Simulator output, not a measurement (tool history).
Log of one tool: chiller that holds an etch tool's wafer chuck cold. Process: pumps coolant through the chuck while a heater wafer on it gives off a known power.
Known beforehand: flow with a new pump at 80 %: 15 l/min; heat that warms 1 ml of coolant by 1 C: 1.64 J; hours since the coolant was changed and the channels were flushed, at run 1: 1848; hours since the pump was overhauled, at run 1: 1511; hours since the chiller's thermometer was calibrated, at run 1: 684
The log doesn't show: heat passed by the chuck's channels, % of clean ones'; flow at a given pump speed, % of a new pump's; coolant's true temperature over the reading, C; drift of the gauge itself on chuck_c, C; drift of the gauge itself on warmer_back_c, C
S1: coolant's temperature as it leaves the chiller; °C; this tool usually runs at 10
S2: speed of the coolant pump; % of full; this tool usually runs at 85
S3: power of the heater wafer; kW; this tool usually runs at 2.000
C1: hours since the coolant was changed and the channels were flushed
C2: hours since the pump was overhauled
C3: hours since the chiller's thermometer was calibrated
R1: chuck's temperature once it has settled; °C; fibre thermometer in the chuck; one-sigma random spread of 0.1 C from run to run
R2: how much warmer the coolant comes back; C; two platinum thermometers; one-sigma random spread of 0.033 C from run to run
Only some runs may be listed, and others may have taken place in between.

run,hour,S1,S2,S3,C1,C2,C3,R1,R2
1,0.0,10,85,2.000,1848,1511,684,33.4,4.59
2,48.3,10,85,2.000,1896,1560,733,33.2,4.66
3,108.3,10,85,2.000,1956,1620,793,33.2,4.52
4,141.7,3,85,2.000,1990,1653,826,26.3,4.65
5,198.4,3,85,2.000,2046,1710,883,26.2,4.57
6,246.4,3,85,2.000,2094,1758,931,26.1,4.56
7,305.0,3,85,2.000,2153,1816,989,26.4,4.57
8,351.9,3,85,2.000,2200,1863,1036,26.1,4.55
9,398.4,3,85,2.000,2246,1910,1083,26.3,4.59
10,444.1,10,85,2.000,2292,1955,1128,33.1,4.57
11,477.5,10,85,2.000,2326,1989,1162,33.2,4.63
12,531.9,7,82,1.927,2380,2043,1216,29.9,4.60
13,592.1,0,80,2.000,2440,2103,1276,24.3,4.91
14,637.4,0,80,2.000,2485,2149,1322,24.4,4.85
15,673.6,0,82,1.279,2522,2185,1358,15.2,3.06
16,711.0,10,83,1.146,2559,2222,1395,23.6,2.67
17,761.2,10,83,1.146,2609,2272,1445,23.6,2.65
18,816.4,10,75,2.726,2664,2328,1501,44.7,7.08
19,847.6,10,75,1.772,2696,2359,1532,32.5,4.61

Alternative continuations, all from the tool just after run 19; predict every row:
A,875.6,13,82,1.234,2724,2387,1560,?,?
B,875.6,17,75,1.068,2724,2387,1560,?,?
C,875.6,14,78,2.611,2724,2387,1560,?,?

run,R1,R2
A,27.9,2.95
B,30.5,2.80
C,46.2,6.50
With the hidden condition removed and each run's random variation left untouched, the same runs would have given:
run,R1,R2
A,27.9,2.95
B,30.5,2.80
C,46.2,6.50

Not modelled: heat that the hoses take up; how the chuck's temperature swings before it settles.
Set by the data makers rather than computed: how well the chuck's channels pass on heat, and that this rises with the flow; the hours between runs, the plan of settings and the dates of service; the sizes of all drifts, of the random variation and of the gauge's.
